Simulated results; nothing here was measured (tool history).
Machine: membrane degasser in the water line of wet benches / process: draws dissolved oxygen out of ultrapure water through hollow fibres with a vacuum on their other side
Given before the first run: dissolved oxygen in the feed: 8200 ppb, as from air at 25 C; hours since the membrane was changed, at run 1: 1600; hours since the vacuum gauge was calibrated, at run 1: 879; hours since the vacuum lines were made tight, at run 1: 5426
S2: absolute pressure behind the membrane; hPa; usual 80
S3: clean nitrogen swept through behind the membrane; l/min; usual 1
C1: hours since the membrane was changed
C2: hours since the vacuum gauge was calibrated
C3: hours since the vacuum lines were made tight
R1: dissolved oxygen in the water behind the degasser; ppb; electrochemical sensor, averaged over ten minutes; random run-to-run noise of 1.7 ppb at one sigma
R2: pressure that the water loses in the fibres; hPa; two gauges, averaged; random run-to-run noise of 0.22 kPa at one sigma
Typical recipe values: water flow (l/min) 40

Run 1, hour 0: usual settings; C1 1600; C2 879; C3 5426. Result: R1 372.5 ppb, R2 562.4 hPa.
Run 2, hour 91: usual settings; C1 1691; C2 970; C3 5517. Result: R1 372.5 ppb, R2 563.1 hPa.
Run 3, hour 221.3: usual settings; C1 1821; C2 1101; C3 5647. Result: R1 370.2 ppb, R2 562.6 hPa.
At hour 232.5: vacuum gauge calibrated.
Run 4, hour 315.9: usual settings; C1 1915; C2 83; C3 5741. Result: R1 373.9 ppb, R2 561.7 hPa.
Run 5, hour 400.3: usual settings but S3 0.6 l/min; C1 2000; C2 168; C3 5825. Result: R1 538.1 ppb, R2 567 hPa.
Run 6, hour 471.2: usual settings but water flow (l/min) 35, S2 176.5 hPa, S3 0.67 l/min; C1 2070; C2 239; C3 5896. Result: R1 1265.2 ppb, R2 493.2 hPa.
Run 7, hour 597.2: usual settings but water flow (l/min) 35, S2 176.5 hPa, S3 0.67 l/min; C1 2196; C2 365; C3 6022. Result: R1 1252.4 ppb, R2 493 hPa.
Run 8, hour 703.5: usual settings but water flow (l/min) 35, S2 176.5 hPa, S3 0.67 l/min; C1 2303; C2 471; C3 6129. Result: R1 1259.9 ppb, R2 495.6 hPa.
At hour 752.4: vacuum gauge calibrated, once more.
Run 9, hour 839: usual settings but water flow (l/min) 35, S2 176.5 hPa, S3 0.67 l/min; C1 2438; C2 87; C3 6264. Result: R1 1270.7 ppb, R2 497.1 hPa.
Run 10, hour 900.3: usual settings but water flow (l/min) 62, S2 55.5 hPa, S3 0.67 l/min; C1 2499; C2 148; C3 6325. Result: R1 345.7 ppb, R2 874.6 hPa.

For each entry between runs, how does the tool's hidden state at the last listed run before it compare with that at the first listed run after it?
Between runs 3 and 4: vacuum gauge calibrated (hour 232.5)
  membrane still open, %: 98.8 -> 98.7; air that leaks in behind the membrane, l/min: 0.0133 -> 0.0135
  what was measured, less what the result would be without the hidden state, R1: -0.4 -> -0.3 ppb; R2: +7 -> +7.3 hPa
Between runs 8 and 9: vacuum gauge calibrated, once more (hour 752.4)
  membrane still open, %: 98.4 -> 98.3; true pressure behind the membrane over the reading, kPa: 0 -> 0.01; air that leaks in behind the membrane, l/min: 0.0141 -> 0.0144
  what was measured, less what the result would be without the hidden state, R1: -0.3 -> -0.1 ppb; R2: +7.8 -> +8.3 hPa
